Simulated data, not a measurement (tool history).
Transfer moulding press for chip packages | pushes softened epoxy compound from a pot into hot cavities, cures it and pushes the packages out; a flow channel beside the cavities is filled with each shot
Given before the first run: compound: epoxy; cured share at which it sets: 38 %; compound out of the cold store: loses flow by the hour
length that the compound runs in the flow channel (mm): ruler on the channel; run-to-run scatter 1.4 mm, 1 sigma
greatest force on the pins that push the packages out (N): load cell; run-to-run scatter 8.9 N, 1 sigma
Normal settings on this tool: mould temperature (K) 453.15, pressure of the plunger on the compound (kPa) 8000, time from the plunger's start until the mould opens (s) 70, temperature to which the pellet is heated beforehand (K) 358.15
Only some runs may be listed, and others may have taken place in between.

run   hour  mould temperature (K)  pressure of the plunger on the compound (kPa)  time from the plunger's start until the mould opens (s)  temperature to which the pellet is heated beforehand (K)  incoming compound's hours out of the cold store  length that the compound runs in the flow channel (mm)  greatest force on the pins that push the packages out (N)
  1      0                 453.15                                           8000                                                       70                                                    358.15                                             10.7                                                    1024                                                        637
  2    7.4                 453.15                                           8000                                                       70                                                    358.15                                             10.6                                                    1023                                                        658
  3   13.1                 453.15                                           7460                                                       70                                                    358.15                                             39.2                                                     846                                                        555
  4     21                 453.15                                           8000                                                       70                                                    358.15                                             10.4                                                    1023                                                        639
  5   25.7                 453.15                                           8000                                                       70                                                    358.15                                             17.6                                                     984                                                        644
  6   30.4                 453.15                                           8000                                                       70                                                    358.15                                                8                                                    1039                                                        705
      34.1  -- cavities cleaned with cleaning compound and waxed
      41.9  -- plunger's sealing rings changed
  7   42.6                 453.15                                           8000                                                       70                                                    358.15                                               37                                                     906                                                        450
  8   46.7                 446.15                                           8000                                                       70                                                    358.15                                             16.2                                                    1047                                                        838
  9   53.7                 453.15                                           8000                                                       70                                                    358.15                                             10.8                                                    1045                                                        544
 10   60.5                 453.15                                           8000                                                       70                                                    358.15                                             36.5                                                     910                                                        488
 11   65.5                 445.15                                           8000                                                       98                                                    358.15                                             39.4                                                     925                                                        411
 12   74.7                 459.15                                           8350                                                       89                                                    366.15                                               11                                                    1032                                                        323
 13   80.6                 446.15                                           9590                                                       89                                                    366.15                                             35.1                                                    1029                                                        469
 14   85.7                 446.15                                           9590                                                       89                                                    366.15                                             30.5                                                    1053                                                        476
 15   90.9                 446.15                                           9590                                                       89                                                    366.15                                               32                                                    1046                                                        465
 16  100.1                 453.15                                           7740                                                       70                                                    365.15                                             16.9                                                     989                                                        581
 17  105.7                 457.15                                           8000                                                       68                                                    358.15                                             14.7                                                    1001                                                        532
 18  114.1                 457.15                                           8000                                                       68                                                    358.15                                             26.4                                                     940                                                        508
     120.2  -- cavities cleaned with cleaning compound and waxed
 19  124.7                 459.15                                           8000                                                       68                                                    354.15                                             17.1                                                     977                                                        365
 20  134.1                 453.15                                           7780                                                       70                                                    367.15                                             45.9                                                     843                                                        430

Forecast each of these 5 alternatives for the next run:
  A  141.2                 453.15                                           7780                                                       70                                                    363.15                                             16.6                                                       ?                                                          ?
  B  141.2                 453.15                                           6670                                                       70                                                    353.15                                               12                                                       ?                                                          ?
  C  141.2                 453.15                                           8000                                                       53                                                    360.15                                              8.2                                                       ?                                                          ?
  D  141.2                 453.15                                           8000                                                       92                                                    358.15                                             40.3                                                       ?                                                          ?
  E  141.2                 453.15                                           9770                                                       70                                                    358.15                                             13.3                                                       ?                                                          ?

run  length that the compound runs in the flow channel (mm)  greatest force on the pins that push the packages out (N)
  A                                                     987                                                        513
  B                                                     942                                                        570
  C                                                    1053                                                       1138
  D                                                     884                                                        314
  E                                                    1128                                                        545
Stripped of hidden state, with their random variation kept, the same runs would have yielded:
run  length that the compound runs in the flow channel (mm)  greatest force on the pins that push the packages out (N)
  A                                                     997                                                        429
  B                                                     951                                                        478
  C                                                    1064                                                        945
  D                                                     892                                                        260
  E                                                    1139                                                        456

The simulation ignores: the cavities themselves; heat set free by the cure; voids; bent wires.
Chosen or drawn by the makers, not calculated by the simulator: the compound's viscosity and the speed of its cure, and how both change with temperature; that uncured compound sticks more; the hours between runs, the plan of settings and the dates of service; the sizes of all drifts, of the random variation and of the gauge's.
